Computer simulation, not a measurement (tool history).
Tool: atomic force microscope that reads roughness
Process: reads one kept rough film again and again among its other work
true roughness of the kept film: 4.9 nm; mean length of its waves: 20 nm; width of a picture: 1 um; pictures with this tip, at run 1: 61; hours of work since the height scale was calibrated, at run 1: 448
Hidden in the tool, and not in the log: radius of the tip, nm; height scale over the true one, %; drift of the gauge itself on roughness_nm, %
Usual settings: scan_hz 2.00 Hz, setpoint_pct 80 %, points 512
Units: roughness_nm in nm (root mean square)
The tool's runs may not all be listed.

run,hour,scan_hz,setpoint_pct,points,pictures with this tip,hours of work since the height scale was calibrated,roughness_nm
1,0.0,2.00,80,512,61,448,2.157
2,31.7,2.00,80,512,112,472,1.733
# hour 38.4: new tip fitted
3,79.2,2.00,80,512,64,508,2.042
# hour 117.9: new tip fitted
4,127.0,2.00,66,512,14,544,2.771
5,168.0,0.98,66,512,79,575,2.117
# hour 196.7: new tip fitted
6,203.1,2.00,80,707,10,601,2.721
7,242.6,2.00,80,707,73,631,1.998
# hour 273.3: new tip fitted
8,289.6,1.12,80,707,26,667,2.547
9,343.2,1.12,80,707,111,707,1.769
# hour 352.1: new tip fitted
10,379.3,1.12,80,707,43,734,2.363
11,427.3,1.12,80,707,119,771,1.698
# hour 431.2: new tip fitted
12,471.6,1.12,80,707,64,804,2.172
# hour 509.0: new tip fitted
13,527.9,1.12,80,707,31,847,2.486
14,568.0,2.00,80,512,94,877,1.755
# hour 588.4: new tip fitted
15,620.1,2.00,80,512,50,916,2.208
16,649.8,2.00,80,512,97,939,1.782
# hour 668.1: new tip fitted
17,678.5,2.00,69,512,17,960,2.727
18,715.4,2.00,69,512,75,988,2.019
# hour 746.4: new tip fitted
19,753.1,2.00,69,348,10,1017,2.809
20,779.5,2.00,69,348,52,1037,2.242
21,812.5,2.00,69,348,105,1062,1.796
# hour 825.7: new tip fitted
22,858.7,2.00,87,348,52,1097,2.090
23,886.3,2.96,60,512,96,1118,1.932
# hour 903.3: new tip fitted
24,930.2,2.96,60,512,43,1151,2.371
25,962.8,2.96,60,512,94,1175,1.871
# hour 981.2: new tip fitted
26,1019.3,2.91,60,512,60,1218,2.138
# hour 1060.9: new tip fitted
27,1065.6,0.58,71,675,7,1253,2.989
28,1101.0,0.78,69,562,63,1280,2.266
29,1124.3,0.78,61,562,100,1298,1.952
# hour 1141.0: new tip fitted
30,1177.1,2.00,62,961,57,1337,2.256
# hour 1218.2: new tip fitted
31,1231.0,3.37,89,512,21,1378,2.116
32,1287.3,0.58,60,732,110,1421,1.791
# hour 1295.1: new tip fitted
# hour 1319.7: height scale calibrated on a step standard
33,1331.5,2.44,56,362,56,9,2.286
# hour 1373.6: new tip fitted
34,1384.4,2.93,56,453,17,49,2.755
35,1428.4,2.93,56,453,87,82,1.942
# hour 1453.9: new tip fitted
36,1470.5,2.93,56,453,26,114,2.662
37,1526.3,1.89,61,289,114,156,1.816
# hour 1531.8: new tip fitted
38,1572.6,2.00,74,604,65,191,2.093
# hour 1608.5: new tip fitted
39,1620.1,2.00,74,604,19,227,2.647
40,1645.6,0.62,82,1016,59,246,2.226
41,1682.4,0.62,82,1016,117,274,1.816
# hour 1687.9: new tip fitted
42,1721.1,2.00,80,1001,53,303,2.107
43,1759.6,2.00,72,512,114,333,1.688
# hour 1765.1: new tip fitted
44,1785.6,2.00,80,445,33,352,2.370

3 ways to go on from here, each from the tool as it stands after run 44. What would each give?
A,1824.7,2.00,89,577,95,382,?
B,1824.7,0.61,75,403,95,382,?
C,1824.7,2.62,80,445,95,382,?

run,roughness_nm
A,1.696
B,1.922
C,1.714
Without the tool's hidden state the same runs would have given:
run,roughness_nm
A,2.800
B,3.174
C,2.831

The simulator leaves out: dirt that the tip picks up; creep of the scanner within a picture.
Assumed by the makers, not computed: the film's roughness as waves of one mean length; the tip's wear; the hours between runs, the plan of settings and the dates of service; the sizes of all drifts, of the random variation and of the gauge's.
